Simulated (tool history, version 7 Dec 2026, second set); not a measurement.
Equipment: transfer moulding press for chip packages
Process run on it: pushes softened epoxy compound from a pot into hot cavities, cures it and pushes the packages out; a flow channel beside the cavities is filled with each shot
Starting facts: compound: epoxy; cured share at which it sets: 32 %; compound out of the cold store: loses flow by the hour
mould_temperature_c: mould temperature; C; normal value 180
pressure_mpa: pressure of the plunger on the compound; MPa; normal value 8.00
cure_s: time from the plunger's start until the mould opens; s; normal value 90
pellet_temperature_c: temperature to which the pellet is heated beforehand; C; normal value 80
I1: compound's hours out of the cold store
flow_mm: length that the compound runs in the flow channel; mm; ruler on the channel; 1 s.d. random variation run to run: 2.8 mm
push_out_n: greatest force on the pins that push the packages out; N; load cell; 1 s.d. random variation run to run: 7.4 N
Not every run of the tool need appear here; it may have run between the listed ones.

run 1 hour=0.0 | mould_temperature_c=180 pressure_mpa=8.00 cure_s=90 pellet_temperature_c=80 | I1=38.0 | flow_mm=859 push_out_n=497
run 2 hour=9.7 | mould_temperature_c=180 pressure_mpa=8.00 cure_s=90 pellet_temperature_c=80 | I1=13.2 | flow_mm=937 push_out_n=513
-- hour=13.0 cavities cleaned with cleaning compound and waxed
run 3 hour=33.9 | mould_temperature_c=180 pressure_mpa=8.00 cure_s=90 pellet_temperature_c=80 | I1=26.6 | flow_mm=893 push_out_n=422
run 4 hour=50.5 | mould_temperature_c=180 pressure_mpa=8.00 cure_s=90 pellet_temperature_c=80 | I1=28.4 | flow_mm=884 push_out_n=483
-- hour=70.3 cavities cleaned with cleaning compound and waxed
run 5 hour=74.7 | mould_temperature_c=180 pressure_mpa=8.00 cure_s=90 pellet_temperature_c=80 | I1=12.7 | flow_mm=934 push_out_n=368
run 6 hour=89.7 | mould_temperature_c=180 pressure_mpa=8.00 cure_s=90 pellet_temperature_c=80 | I1=32.3 | flow_mm=865 push_out_n=427
run 7 hour=99.6 | mould_temperature_c=180 pressure_mpa=8.00 cure_s=90 pellet_temperature_c=80 | I1=11.5 | flow_mm=929 push_out_n=455
run 8 hour=111.7 | mould_temperature_c=180 pressure_mpa=8.00 cure_s=90 pellet_temperature_c=80 | I1=15.7 | flow_mm=914 push_out_n=497
-- hour=128.6 cavities cleaned with cleaning compound and waxed
run 9 hour=128.6 | mould_temperature_c=180 pressure_mpa=8.00 cure_s=90 pellet_temperature_c=80 | I1=35.9 | flow_mm=847 push_out_n=335
run 10 hour=147.1 | mould_temperature_c=180 pressure_mpa=9.41 cure_s=90 pellet_temperature_c=80 | I1=15.7 | flow_mm=985 push_out_n=437
run 11 hour=159.9 | mould_temperature_c=180 pressure_mpa=8.00 cure_s=90 pellet_temperature_c=80 | I1=18.2 | flow_mm=899 push_out_n=454
run 12 hour=174.8 | mould_temperature_c=180 pressure_mpa=8.00 cure_s=90 pellet_temperature_c=80 | I1=9.7 | flow_mm=918 push_out_n=523
-- hour=187.0 cavities cleaned with cleaning compound and waxed
run 13 hour=188.3 | mould_temperature_c=180 pressure_mpa=6.86 cure_s=90 pellet_temperature_c=80 | I1=10.7 | flow_mm=847 push_out_n=351
run 14 hour=210.2 | mould_temperature_c=180 pressure_mpa=6.86 cure_s=90 pellet_temperature_c=80 | I1=31.8 | flow_mm=778 push_out_n=430
-- hour=223.1 plunger's sealing rings changed
run 15 hour=236.2 | mould_temperature_c=180 pressure_mpa=6.86 cure_s=90 pellet_temperature_c=80 | I1=29.4 | flow_mm=829 push_out_n=503
-- hour=247.8 cavities cleaned with cleaning compound and waxed
run 16 hour=254.3 | mould_temperature_c=178 pressure_mpa=6.86 cure_s=109 pellet_temperature_c=72 | I1=36.0 | flow_mm=811 push_out_n=297
run 17 hour=270.0 | mould_temperature_c=179 pressure_mpa=7.94 cure_s=89 pellet_temperature_c=72 | I1=32.1 | flow_mm=879 push_out_n=479
run 18 hour=290.5 | mould_temperature_c=179 pressure_mpa=7.94 cure_s=89 pellet_temperature_c=72 | I1=24.9 | flow_mm=900 push_out_n=540
-- hour=305.2 cavities cleaned with cleaning compound and waxed
run 19 hour=305.2 | mould_temperature_c=184 pressure_mpa=7.94 cure_s=119 pellet_temperature_c=79 | I1=11.1 | flow_mm=928 push_out_n=241
run 20 hour=329.0 | mould_temperature_c=184 pressure_mpa=7.94 cure_s=119 pellet_temperature_c=79 | I1=39.0 | flow_mm=835 push_out_n=309
run 21 hour=347.4 | mould_temperature_c=186 pressure_mpa=8.00 cure_s=118 pellet_temperature_c=80 | I1=13.4 | flow_mm=900 push_out_n=345
-- hour=362.6 cavities cleaned with cleaning compound and waxed
run 22 hour=364.1 | mould_temperature_c=186 pressure_mpa=8.00 cure_s=90 pellet_temperature_c=80 | I1=47.4 | flow_mm=803 push_out_n=280
run 23 hour=387.9 | mould_temperature_c=174 pressure_mpa=8.00 cure_s=90 pellet_temperature_c=83 | I1=16.8 | flow_mm=926 push_out_n=674
run 24 hour=408.2 | mould_temperature_c=174 pressure_mpa=8.00 cure_s=90 pellet_temperature_c=83 | I1=45.8 | flow_mm=836 push_out_n=713
-- hour=421.2 cavities cleaned with cleaning compound and waxed
run 25 hour=431.7 | mould_temperature_c=178 pressure_mpa=8.00 cure_s=85 pellet_temperature_c=80 | I1=12.9 | flow_mm=913 push_out_n=511
-- hour=451.3 mould's thermocouples calibrated
run 26 hour=454.4 | mould_temperature_c=178 pressure_mpa=8.00 cure_s=85 pellet_temperature_c=80 | I1=33.6 | flow_mm=843 push_out_n=549
run 27 hour=466.2 | mould_temperature_c=177 pressure_mpa=8.00 cure_s=85 pellet_temperature_c=88 | I1=10.9 | flow_mm=909 push_out_n=648

Run 28 is up next; what results do you expect?
run 28 hour=477.0 | mould_temperature_c=180 pressure_mpa=8.00 cure_s=85 pellet_temperature_c=88 | I1=28.8 | flow_mm=? push_out_n=?

flow_mm: 846 mm
push_out_n: 538 N
The same run, on a tool lacking any hidden state, would have yielded flow_mm 897 mm, push_out_n 335 N.

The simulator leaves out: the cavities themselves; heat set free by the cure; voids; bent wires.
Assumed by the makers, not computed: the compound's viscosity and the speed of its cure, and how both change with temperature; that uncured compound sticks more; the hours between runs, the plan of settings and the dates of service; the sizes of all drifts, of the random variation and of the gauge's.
